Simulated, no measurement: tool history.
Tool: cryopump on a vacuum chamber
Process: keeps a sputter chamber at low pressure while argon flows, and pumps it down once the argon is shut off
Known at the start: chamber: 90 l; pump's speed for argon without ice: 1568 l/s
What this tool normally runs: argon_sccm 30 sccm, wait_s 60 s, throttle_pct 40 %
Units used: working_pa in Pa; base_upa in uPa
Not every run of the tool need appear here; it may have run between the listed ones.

Run 1, day 0: usual settings. Result: working_pa 0.0928 Pa, base_upa 2.49 uPa.
Run 2, day 1.875: usual settings. Result: working_pa 0.0933 Pa, base_upa 2.51 uPa.
Run 3, day 3.879: usual settings. Result: working_pa 0.0816 Pa, base_upa 2.24 uPa.
Run 4, day 6.075: usual settings. Result: working_pa 0.0815 Pa, base_upa 2.23 uPa.
Run 5, day 7.904: usual settings. Result: working_pa 0.0832 Pa, base_upa 2.36 uPa.
Run 6, day 9.129: usual settings. Result: working_pa 0.0842 Pa, base_upa 2.4 uPa.
Run 7, day 10.733: usual settings. Result: working_pa 0.0833 Pa, base_upa 2.39 uPa.
Run 8, day 12.562: usual settings but argon_sccm 15 sccm. Result: working_pa 0.0424 Pa, base_upa 2.45 uPa.
Run 9, day 13.621: usual settings but throttle_pct 26 %. Result: working_pa 0.1298 Pa, base_upa 2.52 uPa.
Run 10, day 14.892: usual settings but throttle_pct 26 %. Result: working_pa 0.1291 Pa, base_upa 2.51 uPa.
Run 11, day 17.225: usual settings but throttle_pct 26 %. Result: working_pa 0.1324 Pa, base_upa 2.6 uPa.
Run 12, day 19.3: usual settings but throttle_pct 26 %. Result: working_pa 0.1309 Pa, base_upa 2.66 uPa.
Run 13, day 20.479: usual settings. Result: working_pa 0.0893 Pa, base_upa 2.65 uPa.
Run 14, day 21.854: usual settings. Result: working_pa 0.0895 Pa, base_upa 2.82 uPa.
Run 15, day 23.438: usual settings. Result: working_pa 0.0907 Pa, base_upa 2.73 uPa.
Run 16, day 24.983: usual settings but argon_sccm 23 sccm. Result: working_pa 0.0705 Pa, base_upa 2.93 uPa.
Run 17, day 26.817: usual settings. Result: working_pa 0.0927 Pa, base_upa 3 uPa.
Run 18, day 28.917: usual settings. Result: working_pa 0.0821 Pa, base_upa 2.49 uPa.
Run 19, day 30.725: usual settings but wait_s 116 s. Result: working_pa 0.0816 Pa, base_upa 1.98 uPa.
Run 20, day 33.167: usual settings but wait_s 116 s. Result: working_pa 0.0836 Pa, base_upa 2.05 uPa.
Run 21, day 35.304: usual settings but argon_sccm 48 sccm, wait_s 151 s. Result: working_pa 0.1354 Pa, base_upa 1.95 uPa.
Run 22, day 37.554: usual settings but argon_sccm 24 sccm, wait_s 21 s, throttle_pct 42 %. Result: working_pa 0.065 Pa, base_upa 5.31 uPa.
Run 23, day 39.779: usual settings but argon_sccm 17 sccm, wait_s 29 s, throttle_pct 55 %. Result: working_pa 0.0364 Pa, base_upa 4.31 uPa.
Run 24, day 41.208: usual settings but argon_sccm 39 sccm. Result: working_pa 0.1131 Pa, base_upa 3.02 uPa.
Run 25, day 43.388: usual settings but argon_sccm 59 sccm, wait_s 26 s, throttle_pct 41 %. Result: working_pa 0.1678 Pa, base_upa 4.84 uPa.
Run 26, day 45.708: usual settings but argon_sccm 20 sccm, wait_s 39 s, throttle_pct 38 %. Result: working_pa 0.0628 Pa, base_upa 3.84 uPa.
Run 27, day 47.612: usual settings but argon_sccm 16 sccm, wait_s 21 s, throttle_pct 27 %. Result: working_pa 0.0696 Pa, base_upa 5.55 uPa.
Run 28, day 50.058: usual settings but argon_sccm 16 sccm, wait_s 25 s, throttle_pct 27 %. Result: working_pa 0.0696 Pa, base_upa 5.12 uPa.
Run 29, day 51.433: usual settings but argon_sccm 49 sccm, throttle_pct 20 %. Result: working_pa 0.2814 Pa, base_upa 3.37 uPa.
Run 30, day 53.696: usual settings but argon_sccm 42 sccm, wait_s 67 s, throttle_pct 46 %. Result: working_pa 0.1161 Pa, base_upa 3.33 uPa.
Run 31, day 55.104: usual settings but argon_sccm 16 sccm, wait_s 67 s, throttle_pct 15 %. Result: working_pa 0.1148 Pa, base_upa 2.84 uPa.
Run 32, day 57.596: usual settings but argon_sccm 16 sccm, wait_s 67 s, throttle_pct 15 %. Result: working_pa 0.1152 Pa, base_upa 2.95 uPa.
Run 33, day 59.317: usual settings but argon_sccm 16 sccm, wait_s 67 s, throttle_pct 15 %. Result: working_pa 0.1159 Pa, base_upa 2.91 uPa.

The log once held 3 entries between its listed runs, left out of this copy. Where does each go, and what is different about the tool's unlogged condition between the listed run before it and the listed run after it?
In the gap between runs 2 and 3: pump warmed up, emptied and cooled again (day 2.504)
  pump's speed, % of a pump's without ice: 73.2 -> 98.5; cold plate's temperature, K: 12.78 -> 12.79; leak into the chamber, uPa l/s: 1362 -> 1401
  measured value less the no-hidden-state value, working_pa: +0.0125 -> +0.001 Pa; base_upa: +1.03 -> +0.74 uPa
In the gap between runs 17 and 18: pump warmed up, emptied and cooled again (day 28.383)
  pump's speed, % of a pump's without ice: 75 -> 99.1; cold plate's temperature, K: 12.91 -> 12.92; leak into the chamber, uPa l/s: 1875 -> 1915
  measured value less the no-hidden-state value, working_pa: +0.0116 -> +0.0009 Pa; base_upa: +1.46 -> +1.05 uPa
In the gap between runs 30 and 31: pump warmed up, emptied and cooled again (day 54.267)
  pump's speed, % of a pump's without ice: 73.7 -> 99; cold plate's temperature, K: 13.04 -> 13.05; leak into the chamber, uPa l/s: 2420 -> 2443
  measured value less the no-hidden-state value, working_pa: +0.0174 -> +0.0006 Pa; base_upa: +1.95 -> +1.44 uPa
